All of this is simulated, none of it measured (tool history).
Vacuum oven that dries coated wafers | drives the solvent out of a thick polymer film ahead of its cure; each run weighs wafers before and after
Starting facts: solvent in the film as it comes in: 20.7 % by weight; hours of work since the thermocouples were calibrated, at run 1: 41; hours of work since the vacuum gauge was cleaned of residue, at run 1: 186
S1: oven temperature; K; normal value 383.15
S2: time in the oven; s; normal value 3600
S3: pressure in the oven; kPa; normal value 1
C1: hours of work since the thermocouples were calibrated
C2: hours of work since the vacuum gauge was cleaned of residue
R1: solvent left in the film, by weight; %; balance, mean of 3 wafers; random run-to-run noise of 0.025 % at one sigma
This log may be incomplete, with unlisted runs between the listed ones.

run   hour      S1    S2    S3   C1   C2    R1
  1      0  383.15  3600     1   41  186  4.92
  2   23.7  374.15  3600     1   55  199  6.99
  3   47.3  374.15  3600     1   69  213  7.02
  4   58.3  373.15  3600     1   75  220  7.25
  5   68.4  372.15  3600     1   81  225  7.48
  6     91  383.15  3600     1   94  239   4.9
  7  106.1  383.15  3600     1  103  247  4.93
     109.1  -- vacuum gauge cleaned of residue and calibrated
  8  123.6  383.15  3600     1  112    8  4.94
  9  139.9  387.15  5280  2.54  122   18   3.1
 10  155.6  391.15  3300   0.7  131   27  3.66
 11  166.4  383.15  6120  0.61  137   33  2.13
 12  188.7  383.15  6120  0.61  150   46  2.11
 13  206.4  370.15  5940  0.97  160   56  5.03
 14    222  370.15  5940  0.97  169   66  4.97

Here are 5 independent what-if runs from the current tool condition. What would each one return?
  A  242.9  393.15  6300  1.91  182  78   ?
  B  242.9  379.15  5940  0.97  182  78   ?
  C  242.9  393.15  1980  2.63  182  78   ?
  D  242.9  386.15  5940  0.61  182  78   ?
  E  242.9  389.15  3600     1  182  78   ?

run    R1
  A  1.52
  B   3.1
  C  6.85
  D  1.78
  E  3.69
With the hidden condition removed and each run's random variation left untouched, the same runs would have given:
run    R1
  A  1.46
  B  2.99
  C  6.73
  D   1.7
  E  3.58
